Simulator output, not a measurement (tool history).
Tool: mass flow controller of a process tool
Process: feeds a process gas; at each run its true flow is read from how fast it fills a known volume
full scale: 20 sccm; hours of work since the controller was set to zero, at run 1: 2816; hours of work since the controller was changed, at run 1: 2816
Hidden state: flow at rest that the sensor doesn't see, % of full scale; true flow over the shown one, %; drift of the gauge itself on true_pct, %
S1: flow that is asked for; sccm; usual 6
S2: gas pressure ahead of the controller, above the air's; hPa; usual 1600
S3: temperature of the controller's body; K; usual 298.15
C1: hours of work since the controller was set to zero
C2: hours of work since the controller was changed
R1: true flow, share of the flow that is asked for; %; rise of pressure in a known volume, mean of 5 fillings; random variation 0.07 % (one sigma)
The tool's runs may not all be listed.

| run | hour | S1 | S2 | S3 | C1 | C2 | R1 |
|---|---|---|---|---|---|---|---|
| 1 | 0 | 6 | 1600 | 298.15 | 2816 | 2816 | 99.06 |
| 2 | 323.6 | 6 | 1600 | 298.15 | 3061 | 3061 | 99.05 |
| 3 | 717.5 | 6 | 1600 | 298.15 | 3360 | 3360 | 99.01 |
| 4 | 966.4 | 6 | 1600 | 298.15 | 3549 | 3549 | 98.98 |
| 5 | 1162.9 | 6 | 1600 | 298.15 | 3698 | 3698 | 99.04 |
| 6 | 1354.9 | 6 | 1600 | 298.15 | 3843 | 3843 | 99.07 |
| 7 | 1735.9 | 6 | 1600 | 298.15 | 4132 | 4132 | 99.09 |
| 8 | 2041 | 6 | 1600 | 298.15 | 4364 | 4364 | 99.08 |
| 9 | 2207.3 | 6 | 1600 | 309.15 | 4490 | 4490 | 99.88 |
| 10 | 2557.2 | 6 | 1600 | 309.15 | 4755 | 4755 | 100.05 |
| 11 | 2772.7 | 6 | 1600 | 309.15 | 4918 | 4918 | 99.83 |
| 12 | 3057.1 | 6 | 1600 | 298.15 | 5134 | 5134 | 99.11 |
| 13 | 3227.4 | 6 | 1600 | 298.15 | 5263 | 5263 | 99.02 |
| 14 | 3454.4 | 6 | 1600 | 298.15 | 5435 | 5435 | 99.12 |
|  | 3513.2 | controller's zero set anew |
| 15 | 3827.9 | 5 | 2310 | 299.15 | 239 | 5718 | 99.36 |
| 16 | 4042.7 | 5 | 2310 | 299.15 | 401 | 5881 | 99.43 |
| 17 | 4422.9 | 7 | 1740 | 300.15 | 690 | 6169 | 99.29 |
| 18 | 4645 | 6 | 1980 | 300.15 | 858 | 6338 | 99.47 |
| 19 | 4970 | 7 | 2790 | 296.15 | 1105 | 6584 | 99.46 |
| 20 | 5213.4 | 7 | 2790 | 296.15 | 1289 | 6769 | 99.44 |
| 21 | 5490.3 | 7 | 2790 | 296.15 | 1499 | 6979 | 99.42 |
| 22 | 5738.2 | 7 | 2790 | 294.15 | 1687 | 7167 | 99.38 |
| 23 | 6133.5 | 13 | 2270 | 294.15 | 1987 | 7466 | 99.51 |
| 24 | 6328.9 | 13 | 2180 | 294.15 | 2135 | 7615 | 99.46 |
| 25 | 6568.8 | 6 | 2160 | 299.15 | 2317 | 7796 | 99.37 |
| 26 | 6796.7 | 6 | 2080 | 299.15 | 2490 | 7969 | 99.37 |
| 27 | 7089.4 | 6 | 2080 | 299.15 | 2712 | 8191 | 99.35 |
| 28 | 7323.5 | 6 | 2150 | 299.15 | 2889 | 8369 | 99.44 |

Forecast each of these 3 alternatives for the next run:
| A | 7686.6 | 3 | 2270 | 294.15 | 3164 | 8644 | ? |
| B | 7686.6 | 16 | 1430 | 298.15 | 3164 | 8644 | ? |
| C | 7686.6 | 6 | 2090 | 311.15 | 3164 | 8644 | ? |

| run | R1 |
|---|---|
| A | 98.91 |
| B | 99.35 |
| C | 100.31 |
Without the tool's hidden state the same runs would have given:
| run | R1 |
|---|---|
| A | 98.9 |
| B | 99.36 |
| C | 100.32 |
